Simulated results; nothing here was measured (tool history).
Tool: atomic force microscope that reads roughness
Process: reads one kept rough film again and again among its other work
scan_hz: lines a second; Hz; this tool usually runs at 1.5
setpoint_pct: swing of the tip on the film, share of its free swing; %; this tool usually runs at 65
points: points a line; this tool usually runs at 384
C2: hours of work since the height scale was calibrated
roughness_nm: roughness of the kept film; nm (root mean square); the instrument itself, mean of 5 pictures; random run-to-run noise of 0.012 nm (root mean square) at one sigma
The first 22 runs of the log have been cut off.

-- hour=844.2 new tip fitted
run 23 hour=849.3 | scan_hz=2.74 setpoint_pct=88 points=666 | pictures_with_this_tip=7 C2=68 | roughness_nm=2.116
run 24 hour=891.6 | scan_hz=2.1 setpoint_pct=58 points=659 | pictures_with_this_tip=70 C2=93 | roughness_nm=2.626
-- hour=925.9 height scale calibrated on a step standard, once more
run 25 hour=942.4 | scan_hz=1.5 setpoint_pct=71 points=384 | pictures_with_this_tip=144 C2=10 | roughness_nm=2.392
run 26 hour=989.2 | scan_hz=1.5 setpoint_pct=71 points=384 | pictures_with_this_tip=213 C2=37 | roughness_nm=2.305
run 27 hour=1036.3 | scan_hz=1.5 setpoint_pct=71 points=384 | pictures_with_this_tip=283 C2=65 | roughness_nm=2.218
run 28 hour=1082.6 | scan_hz=1.5 setpoint_pct=72 points=384 | pictures_with_this_tip=351 C2=92 | roughness_nm=2.137
-- hour=1103.6 new tip fitted
run 29 hour=1104.8 | scan_hz=0.79 setpoint_pct=65 points=582 | pictures_with_this_tip=2 C2=105 | roughness_nm=2.777
run 30 hour=1157.2 | scan_hz=1.5 setpoint_pct=65 points=590 | pictures_with_this_tip=80 C2=135 | roughness_nm=2.589
run 31 hour=1200.2 | scan_hz=1.5 setpoint_pct=65 points=590 | pictures_with_this_tip=143 C2=160 | roughness_nm=2.472
run 32 hour=1231.3 | scan_hz=3.92 setpoint_pct=65 points=384 | pictures_with_this_tip=189 C2=179 | roughness_nm=2.2
run 33 hour=1275.3 | scan_hz=1.19 setpoint_pct=64 points=345 | pictures_with_this_tip=254 C2=204 | roughness_nm=2.332
run 34 hour=1305.7 | scan_hz=2.8 setpoint_pct=76 points=780 | pictures_with_this_tip=299 C2=222 | roughness_nm=1.987
run 35 hour=1358.1 | scan_hz=2.8 setpoint_pct=76 points=780 | pictures_with_this_tip=377 C2=253 | roughness_nm=1.914
-- hour=1363.3 new tip fitted
run 36 hour=1381 | scan_hz=1.95 setpoint_pct=78 points=643 | pictures_with_this_tip=26 C2=266 | roughness_nm=2.455
run 37 hour=1430.2 | scan_hz=1.95 setpoint_pct=78 points=643 | pictures_with_this_tip=99 C2=295 | roughness_nm=2.315
run 38 hour=1478.1 | scan_hz=3.98 setpoint_pct=74 points=278 | pictures_with_this_tip=170 C2=323 | roughness_nm=2.017
run 39 hour=1525.4 | scan_hz=3.98 setpoint_pct=74 points=278 | pictures_with_this_tip=240 C2=351 | roughness_nm=1.945
run 40 hour=1550.9 | scan_hz=2.52 setpoint_pct=80 points=471 | pictures_with_this_tip=277 C2=366 | roughness_nm=1.968

What does the tool deliver on the next run?
run 41 hour=1597.3 | scan_hz=0.57 setpoint_pct=80 points=471 | pictures_with_this_tip=346 C2=393 | roughness_nm=?

Run 41 gave roughness_nm 2.218 nm (root mean square).
Without the tool's hidden state the same run would have given roughness_nm 2.731 nm (root mean square).
